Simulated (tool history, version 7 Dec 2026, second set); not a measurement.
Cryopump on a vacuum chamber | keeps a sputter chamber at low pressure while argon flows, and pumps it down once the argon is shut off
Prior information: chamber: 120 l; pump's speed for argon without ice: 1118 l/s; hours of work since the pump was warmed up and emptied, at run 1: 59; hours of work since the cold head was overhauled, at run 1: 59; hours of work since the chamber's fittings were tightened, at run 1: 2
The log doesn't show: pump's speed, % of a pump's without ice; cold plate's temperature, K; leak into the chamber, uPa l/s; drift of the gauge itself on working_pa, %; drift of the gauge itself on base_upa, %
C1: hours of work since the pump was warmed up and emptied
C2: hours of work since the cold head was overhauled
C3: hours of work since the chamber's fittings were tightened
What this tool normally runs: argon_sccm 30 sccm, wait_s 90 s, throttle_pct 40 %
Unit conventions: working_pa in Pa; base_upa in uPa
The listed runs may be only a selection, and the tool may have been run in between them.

Run 1, day 0: usual settings; C1 59; C2 59; C3 2. Result: working_pa 0.1148 Pa, base_upa 1.74 uPa.
Run 2, day 0.488: usual settings; C1 67; C2 67; C3 10. Result: working_pa 0.1142 Pa, base_upa 1.72 uPa.
Run 3, day 1.396: usual settings; C1 80; C2 80; C3 23. Result: working_pa 0.1134 Pa, base_upa 1.7 uPa.
Run 4, day 2.375: usual settings; C1 95; C2 95; C3 38. Result: working_pa 0.115 Pa, base_upa 1.69 uPa.
Run 5, day 2.95: usual settings; C1 103; C2 103; C3 46. Result: working_pa 0.1142 Pa, base_upa 1.65 uPa.
Run 6, day 3.888: usual settings but argon_sccm 20 sccm; C1 117; C2 117; C3 60. Result: working_pa 0.0768 Pa, base_upa 1.7 uPa.
Run 7, day 4.754: usual settings but throttle_pct 20 %; C1 130; C2 130; C3 73. Result: working_pa 0.2293 Pa, base_upa 1.71 uPa.
Run 8, day 5.558: usual settings; C1 142; C2 142; C3 85. Result: working_pa 0.1156 Pa, base_upa 1.69 uPa.
Run 9, day 6.054: usual settings but wait_s 21 s; C1 150; C2 150; C3 93. Result: working_pa 0.115 Pa, base_upa 6.28 uPa.
Run 10, day 7.1: usual settings but wait_s 21 s; C1 165; C2 165; C3 108. Result: working_pa 0.1155 Pa, base_upa 6.38 uPa.
Run 11, day 8.004: usual settings but argon_sccm 42 sccm, wait_s 21 s; C1 178; C2 178; C3 122. Result: working_pa 0.1627 Pa, base_upa 6.45 uPa.
Run 12, day 8.817: usual settings but argon_sccm 42 sccm, wait_s 262 s; C1 191; C2 191; C3 134. Result: working_pa 0.1618 Pa, base_upa 0.83 uPa.
Run 13, day 9.342: usual settings but argon_sccm 42 sccm, wait_s 262 s; C1 198; C2 198; C3 142. Result: working_pa 0.1626 Pa, base_upa 0.8 uPa.
Run 14, day 9.9: usual settings but argon_sccm 46 sccm; C1 207; C2 207; C3 150. Result: working_pa 0.1779 Pa, base_upa 1.77 uPa.
Run 15, day 10.388: usual settings but wait_s 190 s; C1 214; C2 214; C3 157. Result: working_pa 0.1157 Pa, base_upa 1 uPa.
Run 16, day 11.129: usual settings but wait_s 28 s; C1 225; C2 225; C3 168. Result: working_pa 0.1147 Pa, base_upa 4.93 uPa.
Run 17, day 12.088: usual settings but argon_sccm 50 sccm, wait_s 44 s, throttle_pct 17 %; C1 239; C2 239; C3 182. Result: working_pa 0.4483 Pa, base_upa 3.23 uPa.
Run 18, day 13.138: usual settings but argon_sccm 39 sccm, wait_s 223 s, throttle_pct 17 %; C1 255; C2 255; C3 198. Result: working_pa 0.3534 Pa, base_upa 0.95 uPa.
Run 19, day 14.196: usual settings but argon_sccm 15 sccm, wait_s 223 s, throttle_pct 17 %; C1 271; C2 271; C3 214. Result: working_pa 0.1347 Pa, base_upa 0.86 uPa.
Run 20, day 14.871: usual settings but argon_sccm 15 sccm, wait_s 33 s, throttle_pct 51 %; C1 281; C2 281; C3 224. Result: working_pa 0.046 Pa, base_upa 4.26 uPa.
Run 21, day 15.388: usual settings but argon_sccm 15 sccm, wait_s 33 s, throttle_pct 51 %; C1 289; C2 289; C3 232. Result: working_pa 0.0464 Pa, base_upa 4.23 uPa.

Below are 5 alternative next runs, each starting from the tool's condition after run 21. Predict each:
Run A, day 16.442: usual settings but argon_sccm 13 sccm, throttle_pct 20 %; C1 304; C2 304; C3 247. Result: working_pa ?, base_upa ?.
Run B, day 16.442: usual settings but argon_sccm 59 sccm, wait_s 140 s, throttle_pct 53 %; C1 304; C2 304; C3 247. Result: working_pa ?, base_upa ?.
Run C, day 16.442: usual settings but argon_sccm 15 sccm, wait_s 122 s, throttle_pct 29 %; C1 304; C2 304; C3 247. Result: working_pa ?, base_upa ?.
Run D, day 16.442: usual settings but argon_sccm 21 sccm, wait_s 33 s, throttle_pct 55 %; C1 304; C2 304; C3 247. Result: working_pa ?, base_upa ?.
Run E, day 16.442: usual settings but argon_sccm 15 sccm, wait_s 37 s, throttle_pct 22 %; C1 304; C2 304; C3 247. Result: working_pa ?, base_upa ?.

run  working_pa  base_upa
  A      0.1001      1.82
  B      0.1729      1.25
  C      0.0807      1.41
  D      0.0602       4.3
  E      0.1053      3.81
The same runs, with their run-to-run variation unchanged, on a tool lacking any hidden condition would have given:
run  working_pa  base_upa
  A      0.0986      1.74
  B       0.166      1.17
  C       0.079      1.33
  D      0.0577      4.21
  E      0.1036      3.73
